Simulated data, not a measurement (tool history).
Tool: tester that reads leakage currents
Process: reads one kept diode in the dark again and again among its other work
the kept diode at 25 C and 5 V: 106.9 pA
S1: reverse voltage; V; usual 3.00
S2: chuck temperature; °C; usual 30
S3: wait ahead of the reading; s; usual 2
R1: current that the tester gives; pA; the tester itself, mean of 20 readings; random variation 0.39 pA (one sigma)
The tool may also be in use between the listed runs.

| run | hour | S1 | S2 | S3 | R1 |
|---|---|---|---|---|---|
| 1 | 0.0 | 3.00 | 30 | 2 | 128.05 |
| 2 | 62.7 | 3.00 | 30 | 2 | 128.56 |
| 3 | 147.5 | 3.00 | 30 | 2 | 128.52 |
| 4 | 183.8 | 3.00 | 30 | 2 | 128.80 |
| 5 | 220.8 | 3.00 | 30 | 2 | 128.95 |
| 6 | 288.8 | 3.00 | 30 | 2 | 128.46 |
| 7 | 359.5 | 3.00 | 30 | 2 | 127.96 |
| 8 | 404.7 | 3.00 | 30 | 2 | 129.17 |
| 9 | 467.7 | 3.00 | 30 | 2 | 128.74 |
| 10 | 526.7 | 3.00 | 30 | 2 | 128.81 |
| 11 | 607.3 | 3.00 | 30 | 2 | 128.68 |
| 12 | 658.4 | 3.00 | 30 | 2 | 127.61 |
| 13 | 740.2 | 3.00 | 30 | 2 | 128.34 |
| 14 | 784.0 | 3.00 | 30 | 2 | 127.91 |
| 15 | 850.1 | 3.00 | 30 | 2 | 128.39 |
| 16 | 927.4 | 3.00 | 30 | 2 | 128.46 |

Run 17 comes next. What will it give?
| 17 | 973.1 | 1.12 | 32 | 2 | ? |

{"run 17": {"R1": 101.87}}
Without the tool's hidden state the same run would have given R1 101.81 pA.

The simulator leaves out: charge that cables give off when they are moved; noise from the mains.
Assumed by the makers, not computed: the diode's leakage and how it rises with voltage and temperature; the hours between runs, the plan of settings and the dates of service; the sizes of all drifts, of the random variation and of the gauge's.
